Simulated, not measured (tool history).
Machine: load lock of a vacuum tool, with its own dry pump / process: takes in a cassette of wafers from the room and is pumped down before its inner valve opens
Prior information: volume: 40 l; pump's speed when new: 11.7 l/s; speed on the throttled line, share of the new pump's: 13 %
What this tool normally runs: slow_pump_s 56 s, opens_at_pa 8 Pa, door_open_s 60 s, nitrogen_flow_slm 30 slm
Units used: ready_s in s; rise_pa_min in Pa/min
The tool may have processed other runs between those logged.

run,hour,slow_pump_s,opens_at_pa,door_open_s,nitrogen_flow_slm,"incoming humidity of the room's air, %",ready_s,rise_pa_min
1,0.0,56,8,60,30,46.7,92.3,0.608
# hour 207.7: dry pump taken out, an overhauled one fitted
2,511.4,56,8,60,30,49.1,81.7,0.640
3,974.8,56,9,60,30,43.7,81.3,0.655
4,1400.8,56,9,60,30,45.4,81.0,0.698
5,1651.2,56,9,60,30,42.9,81.3,0.699
6,2050.9,56,8,60,30,44.8,80.7,0.732
# hour 2396.7: door's seal changed, seat wiped
7,2398.5,56,8,60,30,44.7,82.7,0.011
8,2757.6,56,8,60,39,44.4,82.5,0.017
9,3139.7,29,8,60,30,45.0,59.8,0.023
10,3397.6,29,8,60,30,46.4,60.3,0.026

Run 11, settings as shown, results not yet in. Your forecast:
11,3716.4,44,7,151,9,42.8,?,?

For run 11 the tool returned ready_s 73.0 s, rise_pa_min 0.052 Pa/min.
Had the tool carried no hidden state, the very same run would have given ready_s 70.9 s, rise_pa_min 0.034 Pa/min.

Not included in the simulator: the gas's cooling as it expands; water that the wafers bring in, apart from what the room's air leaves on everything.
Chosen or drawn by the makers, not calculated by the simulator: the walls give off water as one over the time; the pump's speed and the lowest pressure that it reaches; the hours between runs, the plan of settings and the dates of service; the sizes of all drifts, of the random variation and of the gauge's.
